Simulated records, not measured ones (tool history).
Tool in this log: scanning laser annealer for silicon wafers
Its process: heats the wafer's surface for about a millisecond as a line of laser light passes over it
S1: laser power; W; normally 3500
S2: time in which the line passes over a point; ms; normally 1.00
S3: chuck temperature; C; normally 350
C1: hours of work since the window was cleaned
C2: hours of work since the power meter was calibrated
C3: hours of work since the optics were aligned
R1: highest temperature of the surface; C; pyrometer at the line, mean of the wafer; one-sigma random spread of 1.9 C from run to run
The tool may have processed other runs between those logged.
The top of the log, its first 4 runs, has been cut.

{"run": 5, "day": 1.179, "S1": 3500, "S2": 0.8, "S3": 350, "C1": 375, "C2": 32, "C3": 154, "R1": 1070}
{"run": 6, "day": 1.508, "S1": 3500, "S2": 0.76, "S3": 350, "C1": 381, "C2": 37, "C3": 160, "R1": 1050}
{"run": 7, "day": 1.95, "S1": 3500, "S2": 0.95, "S3": 350, "C1": 389, "C2": 45, "C3": 168, "R1": 1139}
{"run": 8, "day": 2.258, "S1": 3500, "S2": 0.95, "S3": 350, "C1": 394, "C2": 51, "C3": 173, "R1": 1139}
{"run": 9, "day": 2.471, "S1": 3500, "S2": 0.95, "S3": 350, "C1": 398, "C2": 55, "C3": 177, "R1": 1143}
{"run": 10, "day": 2.829, "S1": 3500, "S2": 0.95, "S3": 350, "C1": 404, "C2": 61, "C3": 184, "R1": 1139}
{"run": 11, "day": 3.079, "S1": 3500, "S2": 0.95, "S3": 350, "C1": 409, "C2": 66, "C3": 188, "R1": 1141}
{"run": 12, "day": 3.367, "S1": 3500, "S2": 0.95, "S3": 350, "C1": 414, "C2": 71, "C3": 193, "R1": 1139}
{"run": 13, "day": 3.821, "S1": 3500, "S2": 0.93, "S3": 350, "C1": 422, "C2": 79, "C3": 202, "R1": 1131}
{"run": 14, "day": 4.233, "S1": 3500, "S2": 0.93, "S3": 350, "C1": 429, "C2": 86, "C3": 209, "R1": 1130}
{"day": 4.483, "done": "window over the wafer cleaned"}
{"run": 15, "day": 4.771, "S1": 3500, "S2": 0.93, "S3": 386, "C1": 5, "C2": 94, "C3": 217, "R1": 1168}
{"run": 16, "day": 4.996, "S1": 3500, "S2": 0.93, "S3": 386, "C1": 9, "C2": 99, "C3": 221, "R1": 1168}
{"run": 17, "day": 5.217, "S1": 3500, "S2": 1.0, "S3": 350, "C1": 13, "C2": 102, "C3": 225, "R1": 1162}
{"run": 18, "day": 5.662, "S1": 3500, "S2": 1.0, "S3": 350, "C1": 21, "C2": 110, "C3": 233, "R1": 1166}
{"run": 19, "day": 6.162, "S1": 3500, "S2": 1.09, "S3": 350, "C1": 30, "C2": 119, "C3": 242, "R1": 1204}
{"run": 20, "day": 6.654, "S1": 3500, "S2": 1.09, "S3": 350, "C1": 39, "C2": 128, "C3": 251, "R1": 1202}
{"run": 21, "day": 6.996, "S1": 3672, "S2": 0.85, "S3": 348, "C1": 45, "C2": 134, "C3": 257, "R1": 1141}

Estimate the outcome of run 22 from the log above:
{"run": 22, "day": 7.496, "S1": 3305, "S2": 1.23, "S3": 384, "C1": 54, "C2": 143, "C3": 266, "R1": "?"}

Run 22 produced R1 1233 C.
If the tool had no hidden condition, the same run with the same run-to-run variation would have returned R1 1233 C.

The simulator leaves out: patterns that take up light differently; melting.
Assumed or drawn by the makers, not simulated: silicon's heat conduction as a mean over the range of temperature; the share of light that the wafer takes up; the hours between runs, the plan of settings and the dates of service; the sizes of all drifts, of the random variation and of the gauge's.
